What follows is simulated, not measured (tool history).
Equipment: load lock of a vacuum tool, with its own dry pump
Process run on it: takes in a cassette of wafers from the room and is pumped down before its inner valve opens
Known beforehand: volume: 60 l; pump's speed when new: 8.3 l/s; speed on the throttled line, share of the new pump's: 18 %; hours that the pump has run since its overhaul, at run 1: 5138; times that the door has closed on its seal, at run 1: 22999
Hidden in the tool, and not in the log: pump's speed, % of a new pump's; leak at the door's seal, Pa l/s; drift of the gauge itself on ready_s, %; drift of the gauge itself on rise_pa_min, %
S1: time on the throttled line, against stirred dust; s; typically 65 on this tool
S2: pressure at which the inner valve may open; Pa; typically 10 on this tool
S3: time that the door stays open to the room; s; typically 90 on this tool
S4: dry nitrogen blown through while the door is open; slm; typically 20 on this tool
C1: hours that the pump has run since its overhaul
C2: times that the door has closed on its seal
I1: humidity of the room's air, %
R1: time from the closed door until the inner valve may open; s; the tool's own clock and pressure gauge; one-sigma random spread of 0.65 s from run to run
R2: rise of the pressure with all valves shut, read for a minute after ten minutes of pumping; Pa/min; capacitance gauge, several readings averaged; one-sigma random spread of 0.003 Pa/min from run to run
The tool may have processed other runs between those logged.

run 1 hour=0.0 | S1=65 S2=10 S3=90 S4=20 | C1=5138 C2=22999 | I1=43.8 | R1=123.9 R2=0.153
run 2 hour=135.6 | S1=65 S2=10 S3=90 S4=20 | C1=5274 C2=23353 | I1=46.7 | R1=125.0 R2=0.151
run 3 hour=267.5 | S1=65 S2=10 S3=111 S4=20 | C1=5406 C2=23698 | I1=49.8 | R1=124.1 R2=0.160
run 4 hour=368.2 | S1=65 S2=10 S3=111 S4=20 | C1=5506 C2=23961 | I1=45.7 | R1=126.0 R2=0.161
run 5 hour=449.6 | S1=65 S2=10 S3=111 S4=20 | C1=5588 C2=24173 | I1=42.8 | R1=123.7 R2=0.168
run 6 hour=551.0 | S1=65 S2=10 S3=111 S4=20 | C1=5689 C2=24438 | I1=46.4 | R1=125.4 R2=0.166
run 7 hour=637.3 | S1=65 S2=10 S3=111 S4=20 | C1=5775 C2=24664 | I1=44.6 | R1=124.6 R2=0.165
run 8 hour=759.4 | S1=65 S2=10 S3=111 S4=20 | C1=5897 C2=24983 | I1=47.6 | R1=126.0 R2=0.174
run 9 hour=876.7 | S1=65 S2=10 S3=111 S4=20 | C1=6015 C2=25289 | I1=43.0 | R1=124.6 R2=0.171
run 10 hour=1022.3 | S1=65 S2=10 S3=111 S4=20 | C1=6160 C2=25670 | I1=42.2 | R1=124.7 R2=0.167
run 11 hour=1210.6 | S1=65 S2=8 S3=90 S4=20 | C1=6349 C2=26162 | I1=46.4 | R1=127.5 R2=0.178
run 12 hour=1299.9 | S1=80 S2=10 S3=90 S4=20 | C1=6438 C2=26395 | I1=45.7 | R1=138.0 R2=0.178
run 13 hour=1415.8 | S1=80 S2=10 S3=90 S4=20 | C1=6554 C2=26698 | I1=45.7 | R1=138.3 R2=0.178
-- hour=1440.7 door's seal changed, seat wiped
run 14 hour=1516.0 | S1=80 S2=10 S3=90 S4=20 | C1=6653 C2=197 | I1=46.3 | R1=137.8 R2=0.045
run 15 hour=1654.5 | S1=65 S2=12 S3=90 S4=20 | C1=6791 C2=559 | I1=45.4 | R1=124.0 R2=0.047
run 16 hour=1745.6 | S1=65 S2=12 S3=90 S4=20 | C1=6882 C2=797 | I1=43.5 | R1=124.0 R2=0.037
run 17 hour=1852.6 | S1=65 S2=12 S3=90 S4=20 | C1=6989 C2=1076 | I1=44.5 | R1=124.3 R2=0.044
run 18 hour=1940.0 | S1=65 S2=12 S3=90 S4=20 | C1=7077 C2=1304 | I1=43.4 | R1=123.5 R2=0.041
run 19 hour=2044.6 | S1=124 S2=8 S3=90 S4=35 | C1=7181 C2=1578 | I1=45.0 | R1=174.5 R2=0.033
run 20 hour=2232.1 | S1=121 S2=11 S3=90 S4=20 | C1=7369 C2=2068 | I1=47.8 | R1=168.4 R2=0.047
run 21 hour=2397.1 | S1=110 S2=14 S3=90 S4=20 | C1=7534 C2=2499 | I1=45.0 | R1=159.4 R2=0.049
run 22 hour=2578.3 | S1=35 S2=10 S3=90 S4=12 | C1=7715 C2=2972 | I1=48.3 | R1=102.2 R2=0.060
run 23 hour=2697.9 | S1=109 S2=10 S3=78 S4=12 | C1=7834 C2=3285 | I1=44.4 | R1=162.2 R2=0.056
run 24 hour=2845.2 | S1=51 S2=8 S3=78 S4=12 | C1=7982 C2=3670 | I1=43.6 | R1=117.4 R2=0.046
run 25 hour=2985.2 | S1=63 S2=10 S3=90 S4=28 | C1=8122 C2=4035 | I1=46.2 | R1=123.6 R2=0.044
run 26 hour=3149.7 | S1=65 S2=13 S3=90 S4=24 | C1=8286 C2=4465 | I1=44.2 | R1=125.5 R2=0.045
run 27 hour=3236.8 | S1=65 S2=13 S3=90 S4=24 | C1=8373 C2=4693 | I1=45.1 | R1=122.8 R2=0.046
run 28 hour=3409.1 | S1=65 S2=10 S3=90 S4=8 | C1=8546 C2=5143 | I1=44.0 | R1=127.1 R2=0.068
run 29 hour=3550.6 | S1=44 S2=10 S3=82 S4=6 | C1=8687 C2=5512 | I1=47.2 | R1=110.5 R2=0.086
run 30 hour=3649.4 | S1=38 S2=11 S3=124 S4=26 | C1=8786 C2=5771 | I1=46.4 | R1=104.6 R2=0.055
run 31 hour=3835.8 | S1=38 S2=11 S3=124 S4=26 | C1=8972 C2=6258 | I1=42.2 | R1=105.9 R2=0.050
run 32 hour=4022.1 | S1=100 S2=11 S3=27 S4=26 | C1=9159 C2=6744 | I1=44.4 | R1=155.4 R2=0.029
run 33 hour=4148.3 | S1=43 S2=19 S3=90 S4=6 | C1=9285 C2=7074 | I1=41.2 | R1=103.8 R2=0.077
run 34 hour=4297.0 | S1=39 S2=19 S3=34 S4=6 | C1=9434 C2=7463 | I1=48.8 | R1=100.4 R2=0.057
run 35 hour=4431.5 | S1=69 S2=8 S3=34 S4=6 | C1=9568 C2=7814 | I1=46.6 | R1=132.8 R2=0.058
run 36 hour=4587.6 | S1=86 S2=17 S3=90 S4=20 | C1=9724 C2=8222 | I1=46.4 | R1=139.3 R2=0.062

For each entry between runs, how does the tool's hidden state at the last listed run before it compare with that at the first listed run after it?
In the gap between runs 13 and 14: door's seal changed, seat wiped (hour 1440.7)
  pump's speed, % of a new pump's: 92.4 -> 92.3; leak at the door's seal, Pa l/s: 0.1397 -> 0.0034
  measured less the result without the state, R1: +4.4 -> +4.5 s; R2: +0.138 -> +0.002 Pa/min

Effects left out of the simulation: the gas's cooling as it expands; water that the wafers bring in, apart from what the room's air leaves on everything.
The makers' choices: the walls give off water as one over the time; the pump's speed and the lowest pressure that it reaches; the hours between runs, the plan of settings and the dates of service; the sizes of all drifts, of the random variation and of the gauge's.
